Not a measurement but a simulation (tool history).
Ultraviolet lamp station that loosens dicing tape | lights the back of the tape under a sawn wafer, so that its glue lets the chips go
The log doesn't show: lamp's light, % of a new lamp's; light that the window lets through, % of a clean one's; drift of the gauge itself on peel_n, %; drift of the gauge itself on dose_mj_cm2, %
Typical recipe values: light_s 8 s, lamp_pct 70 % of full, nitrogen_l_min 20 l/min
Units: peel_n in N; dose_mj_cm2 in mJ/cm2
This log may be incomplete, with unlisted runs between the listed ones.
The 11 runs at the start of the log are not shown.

| run | hour | light_s | lamp_pct | nitrogen_l_min | hours of work of the lamp | hours of work since the window was cleaned | peel_n | dose_mj_cm2 |
|---|---|---|---|---|---|---|---|---|
| 12 | 802.1 | 7 | 62 | 20 | 785 | 122 | 0.999 | 211 |
| 13 | 867.2 | 7 | 62 | 20 | 835 | 172 | 1.099 | 200 |
| 14 | 904.8 | 7 | 62 | 20 | 865 | 201 | 1.182 | 196 |
|  | 955.8 | window cleaned of glue's vapour |
| 15 | 960.2 | 8 | 70 | 12 | 907 | 3 | 0.725 | 276 |
| 16 | 1042.2 | 8 | 70 | 20 | 971 | 67 | 0.572 | 272 |
|  | 1074.1 | lamp changed |
| 17 | 1083.5 | 8 | 85 | 20 | 7 | 98 | 0.213 | 399 |
| 18 | 1138.8 | 8 | 70 | 9 | 50 | 141 | 0.65 | 322 |
| 19 | 1186.8 | 8 | 72 | 20 | 87 | 178 | 0.364 | 319 |
|  | 1263.2 | window cleaned of glue's vapour |
| 20 | 1271.9 | 8 | 72 | 20 | 153 | 7 | 0.294 | 345 |
| 21 | 1331.2 | 8 | 72 | 20 | 199 | 53 | 0.312 | 335 |
| 22 | 1378 | 6 | 74 | 13 | 235 | 89 | 0.884 | 253 |
| 23 | 1450.6 | 5 | 91 | 7 | 291 | 145 | 1.357 | 249 |
| 24 | 1508.3 | 5 | 91 | 7 | 336 | 190 | 1.477 | 234 |

The next listed run, before its measurement:
|  | 1572.8 | window cleaned of glue's vapour |
| 25 | 1601.3 | 6 | 70 | 8 | 408 | 22 | ? | ? |

{"run 25": {"peel_n": 1.326, "dose_mj_cm2": 242}}
Had the tool carried no hidden state, the very same run would have given peel_n 1.072 N, dose_mj_cm2 268 mJ/cm2.

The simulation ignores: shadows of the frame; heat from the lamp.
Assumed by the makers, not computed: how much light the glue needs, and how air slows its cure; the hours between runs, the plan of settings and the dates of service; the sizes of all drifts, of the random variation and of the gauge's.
